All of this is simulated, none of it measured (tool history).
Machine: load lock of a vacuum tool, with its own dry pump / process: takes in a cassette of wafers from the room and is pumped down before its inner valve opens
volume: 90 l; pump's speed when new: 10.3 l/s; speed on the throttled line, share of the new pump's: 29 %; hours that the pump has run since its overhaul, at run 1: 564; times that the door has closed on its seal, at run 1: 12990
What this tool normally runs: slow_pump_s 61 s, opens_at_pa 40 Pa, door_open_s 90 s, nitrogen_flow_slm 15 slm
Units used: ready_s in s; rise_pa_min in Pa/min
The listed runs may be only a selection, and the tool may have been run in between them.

| run | day | slow_pump_s | opens_at_pa | door_open_s | nitrogen_flow_slm | hours that the pump has run since its overhaul | times that the door has closed on its seal | incoming humidity of the room's air, % | ready_s | rise_pa_min |
|---|---|---|---|---|---|---|---|---|---|---|
| 1 | 0 | 61 | 40 | 90 | 15 | 564 | 12990 | 44.8 | 112.4 | 0.122 |
| 2 | 16.512 | 61 | 40 | 74 | 15 | 961 | 14850 | 43.5 | 112.9 | 0.123 |
| 3 | 36.612 | 61 | 40 | 90 | 15 | 1443 | 17114 | 46.7 | 113.9 | 0.155 |
| 4 | 59.425 | 53 | 40 | 90 | 15 | 1991 | 19683 | 44.1 | 109.6 | 0.171 |
| 5 | 76.175 | 92 | 40 | 90 | 15 | 2393 | 21569 | 45.7 | 136.3 | 0.2 |
| 6 | 88.346 | 61 | 40 | 90 | 15 | 2685 | 22940 | 47.8 | 114.7 | 0.218 |
| 7 | 103.996 | 61 | 40 | 90 | 15 | 3060 | 24703 | 43.2 | 114.8 | 0.235 |
| 8 | 123.575 | 61 | 40 | 90 | 15 | 3530 | 26908 | 45.6 | 115.3 | 0.253 |
| 9 | 136.675 | 61 | 40 | 90 | 9 | 3845 | 28383 | 48.9 | 116.3 | 0.296 |
| 10 | 155.021 | 61 | 40 | 79 | 15 | 4285 | 30449 | 46.3 | 115.8 | 0.297 |
| 11 | 167.029 | 61 | 40 | 79 | 15 | 4573 | 31802 | 47.4 | 118 | 0.338 |
| 12 | 177.938 | 61 | 40 | 79 | 15 | 4835 | 33030 | 43.6 | 118 | 0.342 |
| 13 | 198.25 | 61 | 40 | 79 | 19 | 5323 | 35318 | 46 | 117.3 | 0.367 |
| 14 | 223.158 | 61 | 40 | 79 | 19 | 5920 | 38123 | 41.1 | 118 | 0.416 |
|  | 226.558 | door's seal changed, seat wiped |
| 15 | 240.096 | 75 | 44 | 227 | 14 | 6325 | 1525 | 42.3 | 126.1 | 0.077 |
| 16 | 252.558 | 61 | 40 | 55 | 15 | 6624 | 2928 | 47.9 | 119.1 | 0.044 |
| 17 | 264.825 | 115 | 40 | 159 | 15 | 6919 | 4310 | 45.5 | 156.7 | 0.076 |
| 18 | 282.55 | 115 | 40 | 159 | 15 | 7344 | 6306 | 44.8 | 156.7 | 0.084 |
| 19 | 295.554 | 53 | 40 | 90 | 15 | 7656 | 7771 | 44.9 | 114.9 | 0.077 |
| 20 | 310.6 | 53 | 34 | 90 | 15 | 8017 | 9465 | 45.1 | 119.3 | 0.089 |
| 21 | 325.442 | 47 | 40 | 71 | 40 | 8374 | 11137 | 45 | 111.6 | 0.077 |
| 22 | 346.867 | 62 | 58 | 25 | 5 | 8888 | 13550 | 44.9 | 120.5 | 0.101 |
| 23 | 371.146 | 62 | 58 | 25 | 5 | 9470 | 16284 | 45.2 | 119.9 | 0.134 |
| 24 | 393.021 | 62 | 58 | 25 | 5 | 9996 | 18748 | 47.2 | 119.9 | 0.163 |
| 25 | 404.558 | 86 | 40 | 90 | 7 | 10272 | 20048 | 44.6 | 138.7 | 0.195 |
| 26 | 420.633 | 86 | 40 | 90 | 7 | 10658 | 21858 | 41.9 | 140.4 | 0.211 |
| 27 | 443.329 | 86 | 40 | 90 | 7 | 11203 | 24414 | 42.4 | 142.5 | 0.243 |

Predict each of these 3 candidate next runs independently; none follows another, all start after run 27:
| A | 466.592 | 61 | 40 | 59 | 15 | 11761 | 27034 | 46.1 | ? | ? |
| B | 466.592 | 61 | 40 | 90 | 7 | 11761 | 27034 | 41.1 | ? | ? |
| C | 466.592 | 61 | 44 | 90 | 15 | 11761 | 27034 | 44.8 | ? | ? |

| run | ready_s | rise_pa_min |
|---|---|---|
| A | 126.3 | 0.269 |
| B | 125 | 0.274 |
| C | 124.5 | 0.267 |
Without the tool's hidden state the same runs would have given:
| run | ready_s | rise_pa_min |
|---|---|---|
| A | 112.6 | 0.034 |
| B | 111.4 | 0.049 |
| C | 111.1 | 0.039 |

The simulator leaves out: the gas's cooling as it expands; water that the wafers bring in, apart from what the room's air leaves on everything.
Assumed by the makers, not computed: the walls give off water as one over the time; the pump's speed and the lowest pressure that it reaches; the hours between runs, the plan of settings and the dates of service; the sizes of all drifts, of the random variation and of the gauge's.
